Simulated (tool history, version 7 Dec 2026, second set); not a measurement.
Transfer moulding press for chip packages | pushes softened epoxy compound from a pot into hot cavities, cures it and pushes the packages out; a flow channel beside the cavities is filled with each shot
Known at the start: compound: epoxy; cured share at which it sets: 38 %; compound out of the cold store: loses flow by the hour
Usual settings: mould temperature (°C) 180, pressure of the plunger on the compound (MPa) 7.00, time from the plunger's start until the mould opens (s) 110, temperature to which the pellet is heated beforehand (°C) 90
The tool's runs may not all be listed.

run,hour,mould temperature (°C),pressure of the plunger on the compound (MPa),time from the plunger's start until the mould opens (s),temperature to which the pellet is heated beforehand (°C),incoming compound's hours out of the cold store,length that the compound runs in the flow channel (mm),greatest force on the pins that push the packages out (N)
1,0.0,180,7.00,110,90,24.3,772,255
2,25.0,180,7.00,110,90,16.6,795,247
# hour 36.7: cavities cleaned with cleaning compound and waxed
# hour 44.0: plunger's sealing rings changed
3,56.5,180,5.46,110,90,20.8,696,243
4,77.7,180,5.46,110,90,44.9,639,243
5,98.3,180,5.46,110,90,22.2,689,254
6,114.7,180,5.46,110,90,21.2,692,250
7,138.6,180,6.73,110,90,30.8,742,241
8,155.2,180,6.73,110,90,44.9,710,236
9,169.3,180,6.73,113,90,31.0,743,234
# hour 182.7: cavities cleaned with cleaning compound and waxed
10,198.7,180,6.73,113,90,17.6,776,241
11,211.0,180,6.73,113,90,10.8,790,249
12,232.3,180,6.73,113,90,17.2,780,248
13,245.7,180,7.00,110,90,43.0,735,249
14,273.1,187,7.00,110,90,26.0,743,210
15,293.0,187,7.00,110,90,24.4,751,201
16,313.3,187,7.00,110,90,44.8,700,196
# hour 326.3: cavities cleaned with cleaning compound and waxed
17,338.3,187,7.00,110,90,21.7,755,194
18,356.9,177,7.00,110,90,26.2,785,289
19,378.0,180,5.35,150,90,16.5,694,199
20,405.3,176,5.45,142,92,42.1,660,217
21,417.4,186,5.53,130,92,24.3,667,193
22,437.7,183,5.53,130,85,30.8,661,198
23,450.3,180,6.08,118,81,42.1,682,231
# hour 470.0: cavities cleaned with cleaning compound and waxed
24,470.3,180,6.08,134,81,14.7,745,211
25,485.1,180,7.00,93,90,46.1,721,333
26,506.6,180,7.00,93,90,37.0,746,346
27,532.9,175,7.00,110,86,15.3,818,376
28,551.1,181,5.83,137,98,38.2,670,200
# hour 558.8: plunger's sealing rings changed
29,580.9,185,5.83,137,85,23.1,692,201

Forecast each of these 4 alternatives for the next run:
A,595.5,180,5.57,130,93,14.7,?,?
B,595.5,185,7.50,143,85,22.1,?,?
C,595.5,180,5.92,110,90,30.6,?,?
D,595.5,185,5.83,101,85,35.9,?,?

run,length that the compound runs in the flow channel (mm),greatest force on the pins that push the packages out (N)
A,716,207
B,786,198
C,698,254
D,663,228
Without the tool's hidden state the same runs would have given:
run,length that the compound runs in the flow channel (mm),greatest force on the pins that push the packages out (N)
A,716,203
B,786,195
C,698,250
D,663,224
